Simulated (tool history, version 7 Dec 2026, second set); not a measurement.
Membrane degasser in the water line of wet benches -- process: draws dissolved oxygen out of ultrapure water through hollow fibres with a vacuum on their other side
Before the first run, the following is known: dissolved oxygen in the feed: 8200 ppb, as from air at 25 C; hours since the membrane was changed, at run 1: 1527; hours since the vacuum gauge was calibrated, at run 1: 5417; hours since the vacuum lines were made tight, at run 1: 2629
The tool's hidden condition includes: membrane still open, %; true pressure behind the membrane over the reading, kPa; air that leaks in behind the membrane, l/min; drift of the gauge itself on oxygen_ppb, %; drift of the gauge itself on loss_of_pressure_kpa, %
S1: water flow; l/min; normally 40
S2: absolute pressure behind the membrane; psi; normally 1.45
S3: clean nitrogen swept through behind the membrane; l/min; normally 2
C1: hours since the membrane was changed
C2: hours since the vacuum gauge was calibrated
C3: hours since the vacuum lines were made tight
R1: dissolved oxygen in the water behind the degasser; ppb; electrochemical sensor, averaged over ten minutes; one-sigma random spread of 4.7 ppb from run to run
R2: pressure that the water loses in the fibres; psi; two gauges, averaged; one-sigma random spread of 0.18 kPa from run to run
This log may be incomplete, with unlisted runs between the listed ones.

Run 1, day 0: usual settings; C1 1527; C2 5417; C3 2629. Result: R1 495 ppb, R2 4.853 psi.
Run 2, day 1.533: usual settings; C1 1564; C2 5454; C3 2666. Result: R1 484.6 ppb, R2 4.886 psi.
Run 3, day 3.071: usual settings; C1 1601; C2 5491; C3 2703. Result: R1 485 ppb, R2 4.862 psi.
Run 4, day 5.071: usual settings; C1 1649; C2 5539; C3 2751. Result: R1 487.8 ppb, R2 4.894 psi.
Run 5, day 6.833: usual settings; C1 1691; C2 5581; C3 2793. Result: R1 492.4 ppb, R2 4.827 psi.
Run 6, day 8.288: usual settings; C1 1726; C2 5616; C3 2828. Result: R1 490.2 ppb, R2 4.87 psi.
Run 7, day 9.575: usual settings; C1 1757; C2 5647; C3 2859. Result: R1 485.1 ppb, R2 4.865 psi.
Run 8, day 11.058: usual settings; C1 1793; C2 5682; C3 2895. Result: R1 497.1 ppb, R2 4.873 psi.
Run 9, day 12.058: usual settings but S1 31 l/min; C1 1817; C2 5706; C3 2919. Result: R1 364.2 ppb, R2 3.784 psi.
Run 10, day 13.496: usual settings but S1 31 l/min; C1 1851; C2 5741; C3 2953. Result: R1 369 ppb, R2 3.727 psi.
Run 11, day 15.079: usual settings but S2 0.91 psi; C1 1889; C2 5779; C3 2991. Result: R1 340.7 ppb, R2 4.917 psi.
Run 12, day 16.3: usual settings but S2 0.91 psi; C1 1918; C2 5808; C3 3021. Result: R1 344.4 ppb, R2 4.869 psi.
Run 13, day 17.121: usual settings but S3 1.9 l/min; C1 1938; C2 5828; C3 3040. Result: R1 505.9 ppb, R2 4.836 psi.
Run 14, day 19.067: usual settings but S3 3.58 l/min; C1 1985; C2 5875; C3 3087. Result: R1 376.3 ppb, R2 4.886 psi.
Run 15, day 19.938: usual settings but S3 3.58 l/min; C1 2006; C2 5896; C3 3108. Result: R1 379.9 ppb, R2 4.87 psi.
Run 16, day 21.733: usual settings but S3 3.58 l/min; C1 2049; C2 5939; C3 3151. Result: R1 379.1 ppb, R2 4.898 psi.
Run 17, day 23.596: usual settings but S3 3.58 l/min; C1 2094; C2 5983; C3 3196. Result: R1 373.2 ppb, R2 4.836 psi.
At day 23.742: vacuum gauge calibrated.
Run 18, day 25.017: usual settings but S1 51 l/min, S2 1.6 psi, S3 3.58 l/min; C1 2127; C2 31; C3 3229. Result: R1 543.8 ppb, R2 6.282 psi.
Run 19, day 25.979: usual settings but S1 51 l/min, S2 1.6 psi, S3 3.58 l/min; C1 2150; C2 54; C3 3252. Result: R1 535.6 ppb, R2 6.235 psi.
Run 20, day 27.138: usual settings but S1 46 l/min, S2 1.15 psi, S3 1.24 l/min; C1 2178; C2 81; C3 3280. Result: R1 598 ppb, R2 5.655 psi.
Run 21, day 29.067: usual settings but S1 50 l/min, S2 0.93 psi, S3 3.15 l/min; C1 2224; C2 128; C3 3326. Result: R1 404.8 ppb, R2 6.099 psi.
Run 22, day 30.221: usual settings but S1 32 l/min, S2 2.05 psi, S3 3.15 l/min; C1 2252; C2 156; C3 3354. Result: R1 401.4 ppb, R2 3.891 psi.
Run 23, day 31.738: usual settings but S1 29 l/min, S2 1.12 psi, S3 4.69 l/min; C1 2288; C2 192; C3 3391. Result: R1 188.7 ppb, R2 3.571 psi.
Run 24, day 32.833: usual settings but S1 64 l/min, S2 2.18 psi; C1 2315; C2 218; C3 3417. Result: R1 1088.8 ppb, R2 7.851 psi.
Run 25, day 34.196: usual settings but S2 2.07 psi; C1 2347; C2 251; C3 3450. Result: R1 671.7 ppb, R2 4.898 psi.
At day 34.754: vacuum gauge calibrated, once more.
Run 26, day 36.229: usual settings but S2 3.12 psi; C1 2396; C2 35; C3 3498. Result: R1 904.7 ppb, R2 4.91 psi.
Run 27, day 38.2: usual settings but S1 60 l/min, S3 2.61 l/min; C1 2443; C2 83; C3 3545. Result: R1 674.6 ppb, R2 7.335 psi.
Run 28, day 40.133: usual settings but S2 0.9 psi; C1 2489; C2 129; C3 3592. Result: R1 331.1 ppb, R2 4.924 psi.
Run 29, day 42.142: usual settings but S2 0.9 psi; C1 2538; C2 177; C3 3640. Result: R1 334.5 ppb, R2 4.898 psi.
Run 30, day 43.3: usual settings but S1 26 l/min, S2 1.93 psi; C1 2565; C2 205; C3 3668. Result: R1 389.4 ppb, R2 3.197 psi.
Run 31, day 44.283: usual settings but S1 37 l/min, S2 1.52 psi; C1 2589; C2 229; C3 3691. Result: R1 464.1 ppb, R2 4.553 psi.

Forecast each of these 3 alternatives for the next run:
Run A, day 46.104: usual settings but S1 29 l/min, S2 1.17 psi, S3 1.48 l/min; C1 2633; C2 272; C3 3735. Result: R1 ?, R2 ?.
Run B, day 46.104: usual settings but S3 1.72 l/min; C1 2633; C2 272; C3 3735. Result: R1 ?, R2 ?.
Run C, day 46.104: usual settings but S1 33 l/min, S2 1.39 psi, S3 1.15 l/min; C1 2633; C2 272; C3 3735. Result: R1 ?, R2 ?.

run     R1     R2
  A  327.2  3.514
  B  524.5  4.882
  C  509.6  4.087
Had the tool no hidden state, the same runs would have come out as:
run     R1     R2
  A  315.7   3.44
  B  508.5  4.779
  C  496.9  4.003
